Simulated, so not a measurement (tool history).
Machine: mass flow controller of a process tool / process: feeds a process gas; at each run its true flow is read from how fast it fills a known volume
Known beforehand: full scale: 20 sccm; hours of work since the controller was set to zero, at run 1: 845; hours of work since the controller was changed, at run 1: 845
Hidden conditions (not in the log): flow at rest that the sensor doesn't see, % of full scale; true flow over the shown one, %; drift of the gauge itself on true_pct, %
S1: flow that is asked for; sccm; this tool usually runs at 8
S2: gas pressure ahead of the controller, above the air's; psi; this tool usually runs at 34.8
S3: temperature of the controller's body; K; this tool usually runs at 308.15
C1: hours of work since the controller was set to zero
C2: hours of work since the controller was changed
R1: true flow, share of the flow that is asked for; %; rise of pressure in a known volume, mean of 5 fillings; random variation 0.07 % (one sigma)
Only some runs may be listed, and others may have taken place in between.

{"run": 1, "hour": 0.0, "S1": 8, "S2": 34.8, "S3": 308.15, "C1": 845, "C2": 845, "R1": 98.43}
{"run": 2, "hour": 47.9, "S1": 8, "S2": 34.8, "S3": 308.15, "C1": 869, "C2": 869, "R1": 98.4}
{"run": 3, "hour": 140.4, "S1": 8, "S2": 34.8, "S3": 308.15, "C1": 914, "C2": 914, "R1": 98.22}
{"run": 4, "hour": 208.0, "S1": 8, "S2": 34.8, "S3": 308.15, "C1": 947, "C2": 947, "R1": 98.14}
{"run": 5, "hour": 258.7, "S1": 8, "S2": 34.8, "S3": 308.15, "C1": 972, "C2": 972, "R1": 97.94}
{"run": 6, "hour": 359.0, "S1": 8, "S2": 34.8, "S3": 308.15, "C1": 1021, "C2": 1021, "R1": 97.8}
{"run": 7, "hour": 424.8, "S1": 8, "S2": 34.8, "S3": 309.15, "C1": 1053, "C2": 1053, "R1": 97.66}
{"run": 8, "hour": 520.8, "S1": 12, "S2": 34.8, "S3": 309.15, "C1": 1100, "C2": 1100, "R1": 97.68}
{"run": 9, "hour": 590.1, "S1": 2, "S2": 34.8, "S3": 308.15, "C1": 1134, "C2": 1134, "R1": 97.19}
{"run": 10, "hour": 658.6, "S1": 2, "S2": 34.8, "S3": 308.15, "C1": 1167, "C2": 1167, "R1": 97.08}
{"run": 11, "hour": 735.2, "S1": 2, "S2": 34.8, "S3": 308.15, "C1": 1204, "C2": 1204, "R1": 96.88}
{"run": 12, "hour": 824.8, "S1": 8, "S2": 34.8, "S3": 308.15, "C1": 1248, "C2": 1248, "R1": 97.09}
{"run": 13, "hour": 909.0, "S1": 8, "S2": 23.2, "S3": 308.15, "C1": 1289, "C2": 1289, "R1": 96.62}
{"run": 14, "hour": 979.0, "S1": 8, "S2": 23.2, "S3": 308.15, "C1": 1323, "C2": 1323, "R1": 96.51}
{"run": 15, "hour": 1087.7, "S1": 8, "S2": 23.2, "S3": 308.15, "C1": 1376, "C2": 1376, "R1": 96.24}
{"run": 16, "hour": 1169.3, "S1": 8, "S2": 23.2, "S3": 308.15, "C1": 1416, "C2": 1416, "R1": 96.03}
{"run": 17, "hour": 1247.4, "S1": 8, "S2": 35.7, "S3": 308.15, "C1": 1454, "C2": 1454, "R1": 96.46}
{"run": 18, "hour": 1332.8, "S1": 8, "S2": 35.7, "S3": 308.15, "C1": 1496, "C2": 1496, "R1": 96.35}
{"run": 19, "hour": 1392.6, "S1": 3, "S2": 29.0, "S3": 312.15, "C1": 1525, "C2": 1525, "R1": 95.28}
{"run": 20, "hour": 1456.1, "S1": 3, "S2": 38.9, "S3": 305.15, "C1": 1556, "C2": 1556, "R1": 96.2}
{"run": 21, "hour": 1545.0, "S1": 14, "S2": 36.5, "S3": 302.15, "C1": 1600, "C2": 1600, "R1": 96.98}
{"run": 22, "hour": 1649.9, "S1": 2, "S2": 30.3, "S3": 311.15, "C1": 1651, "C2": 1651, "R1": 94.87}
{"run": 23, "hour": 1733.6, "S1": 2, "S2": 30.3, "S3": 311.15, "C1": 1692, "C2": 1692, "R1": 94.95}
{"hour": 1817.4, "done": "gauge calibrated"}
{"run": 24, "hour": 1828.9, "S1": 7, "S2": 30.3, "S3": 311.15, "C1": 1738, "C2": 1738, "R1": 97.98}
{"run": 25, "hour": 1929.5, "S1": 8, "S2": 20.3, "S3": 297.15, "C1": 1787, "C2": 1787, "R1": 99.05}
{"run": 26, "hour": 2030.3, "S1": 8, "S2": 20.3, "S3": 297.15, "C1": 1837, "C2": 1837, "R1": 98.74}
{"run": 27, "hour": 2087.8, "S1": 11, "S2": 34.8, "S3": 308.15, "C1": 1865, "C2": 1865, "R1": 98.12}
{"run": 28, "hour": 2188.4, "S1": 8, "S2": 24.5, "S3": 304.15, "C1": 1914, "C2": 1914, "R1": 97.9}
{"run": 29, "hour": 2279.3, "S1": 8, "S2": 27.1, "S3": 308.15, "C1": 1958, "C2": 1958, "R1": 97.41}
{"run": 30, "hour": 2361.1, "S1": 4, "S2": 27.1, "S3": 306.15, "C1": 1998, "C2": 1998, "R1": 97.14}
{"run": 31, "hour": 2462.8, "S1": 2, "S2": 22.8, "S3": 294.15, "C1": 2048, "C2": 2048, "R1": 98.13}
{"run": 32, "hour": 2528.7, "S1": 2, "S2": 22.8, "S3": 294.15, "C1": 2080, "C2": 2080, "R1": 97.99}
{"run": 33, "hour": 2588.6, "S1": 2, "S2": 22.8, "S3": 294.15, "C1": 2109, "C2": 2109, "R1": 97.92}
{"run": 34, "hour": 2651.4, "S1": 2, "S2": 22.8, "S3": 294.15, "C1": 2140, "C2": 2140, "R1": 97.96}
{"run": 35, "hour": 2712.1, "S1": 3, "S2": 21.6, "S3": 302.15, "C1": 2169, "C2": 2169, "R1": 96.83}

Table of differences, measured result less the result of that run with no hidden state. Run-to-run variation is the same in both. Gauge scatter possibly is not:
run=1 R1=+0.00
run=2 R1=-0.08
run=3 R1=-0.22
run=4 R1=-0.34
run=5 R1=-0.42
run=6 R1=-0.58
run=7 R1=-0.69
run=8 R1=-0.84
run=9 R1=-0.94
run=10 R1=-1.05
run=11 R1=-1.17
run=12 R1=-1.33
run=13 R1=-1.45
run=14 R1=-1.57
run=15 R1=-1.75
run=16 R1=-1.87
run=17 R1=-2.01
run=18 R1=-2.15
run=19 R1=-2.21
run=20 R1=-2.34
run=21 R1=-2.52
run=22 R1=-2.62
run=23 R1=-2.75
run=24 R1=-0.01
run=25 R1=-0.18
run=26 R1=-0.35
run=27 R1=-0.44
run=28 R1=-0.59
run=29 R1=-0.75
run=30 R1=-0.86
run=31 R1=-1.02
run=32 R1=-1.13
run=33 R1=-1.22
run=34 R1=-1.34
run=35 R1=-1.43
